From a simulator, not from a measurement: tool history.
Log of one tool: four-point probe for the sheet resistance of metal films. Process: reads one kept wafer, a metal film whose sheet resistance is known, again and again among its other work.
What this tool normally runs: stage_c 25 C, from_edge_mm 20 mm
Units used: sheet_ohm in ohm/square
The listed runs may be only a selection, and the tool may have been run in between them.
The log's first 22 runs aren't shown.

run    hour  stage_c  from_edge_mm  touches since the probe head was changed  hours of work since the stage's thermometer was calibrated  sheet_ohm
 23  1100.2       25            31                                     31272                                                        1903  19.304401
 24  1158.1       22            31                                     32348                                                        1946  19.314268
 25    1212       22            31                                     33352                                                        1985  19.309682
 26  1242.9       23            27                                     33927                                                        2008  19.314059
 27  1275.4       23            27                                     34531                                                        2032  19.312636
 28    1314       32            26                                     35249                                                        2061  19.274091
 29  1369.8       30            10                                     36289                                                        2102  19.374736
 30  1401.5       25             6                                     36877                                                        2125  19.580351
 31  1459.6       22             6                                     37959                                                        2168  19.588725
 32  1498.7       22             6                                     38688                                                        2197  19.590999
 33  1545.8       22             6                                     39564                                                        2232  19.592702
 34    1575       29             6                                     40107                                                        2253   19.55889
 35  1606.1       24            46                                     40686                                                        2276  19.303944
 36  1660.4       35            63                                     41696                                                        2316   19.24977
 37    1722       35            63                                     42843                                                        2362  19.260425
 38  1760.7       18            63                                     43562                                                        2390  19.336457
 39  1823.3       24             8                                     44727                                                        2437   19.46609

4 options for the next run, each taken on its own from the tool as it stands now. Forecast them:
  A  1885       30            20                                     45876                                                        2482          ?
  B  1885       25             7                                     45876                                                        2482          ?
  C  1885       27             4                                     45876                                                        2482          ?
  D  1885       25            19                                     45876                                                        2482          ?

run  sheet_ohm
  A  19.301612
  B  19.505467
  C  19.913207
  D  19.327524
Without the tool's unlogged condition, the same runs would have read:
run  sheet_ohm
  A  19.237791
  B  19.441522
  C  19.847892
  D  19.264096
